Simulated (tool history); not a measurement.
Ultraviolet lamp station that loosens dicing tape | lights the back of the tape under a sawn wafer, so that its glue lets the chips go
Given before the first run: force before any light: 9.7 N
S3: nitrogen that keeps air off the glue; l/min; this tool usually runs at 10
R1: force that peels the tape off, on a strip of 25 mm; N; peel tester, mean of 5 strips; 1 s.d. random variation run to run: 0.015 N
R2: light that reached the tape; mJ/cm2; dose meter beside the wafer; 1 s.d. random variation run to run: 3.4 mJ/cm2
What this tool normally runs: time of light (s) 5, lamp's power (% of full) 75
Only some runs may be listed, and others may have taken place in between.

Run 1, hour 0: usual settings. Result: R1 0.926 N, R2 468 mJ/cm2.
Run 2, hour 16.4: usual settings. Result: R1 0.962 N, R2 472 mJ/cm2.
Run 3, hour 49.9: usual settings. Result: R1 0.932 N, R2 468 mJ/cm2.
Run 4, hour 78.6: usual settings. Result: R1 0.932 N, R2 464 mJ/cm2.
Run 5, hour 109.5: usual settings. Result: R1 0.962 N, R2 461 mJ/cm2.
Run 6, hour 135.5: usual settings. Result: R1 1.005 N, R2 452 mJ/cm2.
Run 7, hour 159.2: usual settings but time of light (s) 4, S3 6 l/min. Result: R1 1.758 N, R2 364 mJ/cm2.
At hour 162.9: window cleaned of glue's vapour.
Run 8, hour 182.5: usual settings but S3 11 l/min. Result: R1 1.025 N, R2 438 mJ/cm2.
Run 9, hour 199.9: usual settings but time of light (s) 8, lamp's power (% of full) 87. Result: R1 0.324 N, R2 819 mJ/cm2.
Run 10, hour 226.9: usual settings but time of light (s) 8, lamp's power (% of full) 87. Result: R1 0.325 N, R2 808 mJ/cm2.

Predict the results of run 11:
Run 11, hour 257.3: usual settings but time of light (s) 8, lamp's power (% of full) 85. Result: R1 ?, R2 ?.

Run 11 produced R1 0.358 N, R2 790 mJ/cm2.
With the hidden condition absent and the run-to-run variation left alone, this run would have shown R1 0.277 N, R2 979 mJ/cm2.
